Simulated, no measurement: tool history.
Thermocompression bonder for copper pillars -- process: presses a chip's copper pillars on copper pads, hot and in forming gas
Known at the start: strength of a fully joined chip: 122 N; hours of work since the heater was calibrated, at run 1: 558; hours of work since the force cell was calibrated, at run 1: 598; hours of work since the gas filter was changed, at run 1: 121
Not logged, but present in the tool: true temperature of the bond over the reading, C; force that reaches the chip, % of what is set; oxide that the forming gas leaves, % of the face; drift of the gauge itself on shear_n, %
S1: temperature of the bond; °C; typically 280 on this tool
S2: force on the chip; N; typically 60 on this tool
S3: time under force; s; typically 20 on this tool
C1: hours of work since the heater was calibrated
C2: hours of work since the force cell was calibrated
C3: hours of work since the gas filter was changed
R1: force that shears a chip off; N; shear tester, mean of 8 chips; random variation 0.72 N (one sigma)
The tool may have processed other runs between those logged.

run     day   S1  S2  S3   C1   C2   C3    R1
  1   0.000  280  60  20  558  598  121  44.4
  2   1.925  280  60  20  576  617  139  42.7
  3   3.867  280  54  20  595  636  158  38.6
  4   5.454  280  61  20  611  652  174  44.1
  5   6.629  280  87  20  623  663  186  54.2
  6   8.354  280  60  20  640  680  203  41.6
  7   9.933  252  60  20  655  696  218  25.6
  8  11.642  280  60  20  672  713  235  42.2
  9  12.583  280  60  20  681  722  244  41.6
     12.771  -- heater calibrated with a thermocouple chip
     14.392  -- forming gas filter changed
 10  14.675  280  60  20   18  741    3  39.3
 11  16.588  280  60  20   37  760   22  39.0
 12  17.850  280  60  20   50  772   34  37.8
 13  19.367  280  60  20   64  787   49  38.2
 14  20.542  280  60  20   76  799   60  37.5
 15  21.946  280  60  20   90  813   74  37.3
     22.521  -- heater calibrated with a thermocouple chip, once more
 16  23.929  280  60  20   14  831   93  49.8
 17  25.758  280  60  20   32  849  111  50.8
 18  26.621  298  39  20   40  858  119  48.0
 19  27.742  298  39  20   51  869  130  47.1
 20  28.946  298  39  20   63  880  142  47.0
 21  30.396  286  40  16   77  895  156  37.6
 22  32.338  267  60  17   96  914  175  38.7
 23  33.858  254  60  15  111  929  190  28.6
 24  35.842  254  60  15  131  948  210  28.6
 25  37.446  252  38  49  146  964  225  32.6
 26  39.150  280  53  20  163  981  242  43.9
 27  40.996  280  90  20  181  999  260  62.6

What will run 28 give?
     41.196  -- forming gas filter changed
 28  42.304  280  90  20  194  1011  11   ?

R1: 66.2 N
With no hidden state in the tool, this same run would have given R1 68.2 N.

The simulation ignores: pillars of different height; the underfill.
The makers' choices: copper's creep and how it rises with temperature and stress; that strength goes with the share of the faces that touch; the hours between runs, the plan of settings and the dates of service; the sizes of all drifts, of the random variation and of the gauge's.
